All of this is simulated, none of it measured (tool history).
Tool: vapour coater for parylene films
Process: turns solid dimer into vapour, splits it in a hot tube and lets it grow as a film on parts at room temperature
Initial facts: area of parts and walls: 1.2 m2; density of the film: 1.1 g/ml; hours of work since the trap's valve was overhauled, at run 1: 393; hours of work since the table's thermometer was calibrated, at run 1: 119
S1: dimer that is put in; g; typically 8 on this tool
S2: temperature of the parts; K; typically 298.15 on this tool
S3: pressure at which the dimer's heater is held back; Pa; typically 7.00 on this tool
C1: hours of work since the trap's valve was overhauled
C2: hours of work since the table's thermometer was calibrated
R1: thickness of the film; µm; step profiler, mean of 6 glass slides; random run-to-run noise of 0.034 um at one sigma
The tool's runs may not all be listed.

| run | day | S1 | S2 | S3 | C1 | C2 | R1 |
|---|---|---|---|---|---|---|---|
| 1 | 0.000 | 8 | 298.15 | 7.00 | 393 | 119 | 3.48 |
| 2 | 0.783 | 8 | 297.15 | 7.00 | 405 | 131 | 3.62 |
| 3 | 1.675 | 8 | 298.15 | 7.00 | 418 | 144 | 3.48 |
|  | 1.971 | trap's valve overhauled |
| 4 | 2.938 | 8 | 307.15 | 7.00 | 14 | 161 | 2.37 |
| 5 | 4.304 | 8 | 298.15 | 7.00 | 35 | 181 | 3.48 |
| 6 | 5.767 | 8 | 294.15 | 7.00 | 57 | 203 | 4.13 |
| 7 | 6.779 | 8 | 296.15 | 7.00 | 72 | 218 | 3.75 |
| 8 | 8.471 | 8 | 296.15 | 7.00 | 97 | 243 | 3.81 |
| 9 | 9.896 | 8 | 296.15 | 7.00 | 118 | 265 | 3.76 |
| 10 | 11.383 | 8 | 296.15 | 7.00 | 141 | 287 | 3.76 |
| 11 | 12.150 | 8 | 302.15 | 7.00 | 152 | 298 | 2.93 |
| 12 | 13.592 | 8 | 307.15 | 6.89 | 174 | 320 | 2.40 |
| 13 | 14.833 | 8 | 307.15 | 6.89 | 192 | 339 | 2.39 |
| 14 | 16.438 | 8 | 307.15 | 6.89 | 216 | 363 | 2.34 |
| 15 | 17.833 | 8 | 298.15 | 3.05 | 237 | 383 | 4.09 |
| 16 | 19.242 | 8 | 298.15 | 3.05 | 258 | 404 | 3.99 |
| 17 | 20.400 | 7 | 299.15 | 4.72 | 275 | 422 | 3.15 |
| 18 | 21.771 | 9 | 294.15 | 5.50 | 296 | 442 | 4.90 |
| 19 | 22.883 | 8 | 305.15 | 7.00 | 312 | 459 | 2.54 |

Below are 3 alternative next runs, each starting from the tool's condition after run 19. Predict each:
| A | 23.900 | 5 | 298.15 | 3.26 | 328 | 474 | ? |
| B | 23.900 | 8 | 295.15 | 6.14 | 328 | 474 | ? |
| C | 23.900 | 9 | 290.15 | 4.19 | 328 | 474 | ? |

| run | R1 |
|---|---|
| A | 2.49 |
| B | 4.01 |
| C | 6.14 |
Without the tool's unlogged condition, the same runs would have read:
| run | R1 |
|---|---|
| A | 2.49 |
| B | 4.02 |
| C | 6.15 |
